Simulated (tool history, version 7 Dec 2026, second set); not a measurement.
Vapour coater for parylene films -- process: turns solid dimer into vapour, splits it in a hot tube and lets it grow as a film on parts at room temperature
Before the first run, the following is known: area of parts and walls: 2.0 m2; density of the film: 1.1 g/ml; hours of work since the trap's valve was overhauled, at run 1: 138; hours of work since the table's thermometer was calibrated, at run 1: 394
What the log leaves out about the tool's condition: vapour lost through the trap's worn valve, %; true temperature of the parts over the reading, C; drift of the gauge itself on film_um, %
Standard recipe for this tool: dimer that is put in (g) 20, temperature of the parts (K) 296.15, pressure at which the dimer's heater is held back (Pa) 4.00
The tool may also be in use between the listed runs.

run,hour,dimer that is put in (g),temperature of the parts (K),pressure at which the dimer's heater is held back (Pa),hours of work since the trap's valve was overhauled,hours of work since the table's thermometer was calibrated,thickness of the film (µm)
1,0.0,20,296.15,4.00,138,394,7.20
2,17.4,20,296.15,4.00,148,403,7.24
3,43.3,20,296.15,4.00,162,418,7.18
4,59.2,20,296.15,4.00,171,427,7.19
5,73.5,20,296.15,4.00,179,435,7.19
6,100.7,29,296.15,4.00,195,450,10.40
7,132.3,29,296.15,4.00,212,468,10.35
8,159.9,29,296.15,4.00,228,483,10.36
9,186.1,29,296.15,4.00,242,498,10.30
10,206.0,29,296.15,4.00,254,509,10.33
11,222.2,33,296.15,4.00,263,518,11.79
12,247.4,30,296.15,4.00,277,532,10.79
13,272.2,20,296.15,5.79,291,546,6.82
14,288.2,11,292.15,5.44,300,555,4.53
15,321.9,11,301.15,4.44,319,574,3.09
16,344.7,11,301.15,4.44,332,587,3.07
17,365.4,11,292.15,11.74,343,599,4.11
18,392.7,19,296.15,4.00,358,614,6.73
19,425.0,19,296.15,4.00,377,632,6.75
20,458.9,19,293.15,2.20,396,651,8.29
21,481.4,19,293.15,2.20,408,664,8.33
# hour 497.7: trap's valve overhauled
22,516.8,24,297.15,5.20,11,681,7.83
23,544.8,24,297.15,5.20,26,697,7.82
24,574.0,20,296.15,5.62,43,714,6.71
25,597.3,12,296.15,10.41,56,727,3.78
26,620.9,14,294.15,4.00,69,740,5.41

4 ways to go on from here, each from the tool as it stands after run 26. What would each give?
A,652.7,21,290.15,2.54,87,758,?
B,652.7,14,294.15,6.12,87,758,?
C,652.7,20,296.15,2.51,87,758,?
D,652.7,10,296.15,7.31,87,758,?

run,thickness of the film (µm)
A,9.15
B,5.14
C,7.48
D,3.29
Take away the tool's hidden state, keep each run's random variation, and the runs would have read:
run,thickness of the film (µm)
A,9.37
B,5.26
C,7.65
D,3.37

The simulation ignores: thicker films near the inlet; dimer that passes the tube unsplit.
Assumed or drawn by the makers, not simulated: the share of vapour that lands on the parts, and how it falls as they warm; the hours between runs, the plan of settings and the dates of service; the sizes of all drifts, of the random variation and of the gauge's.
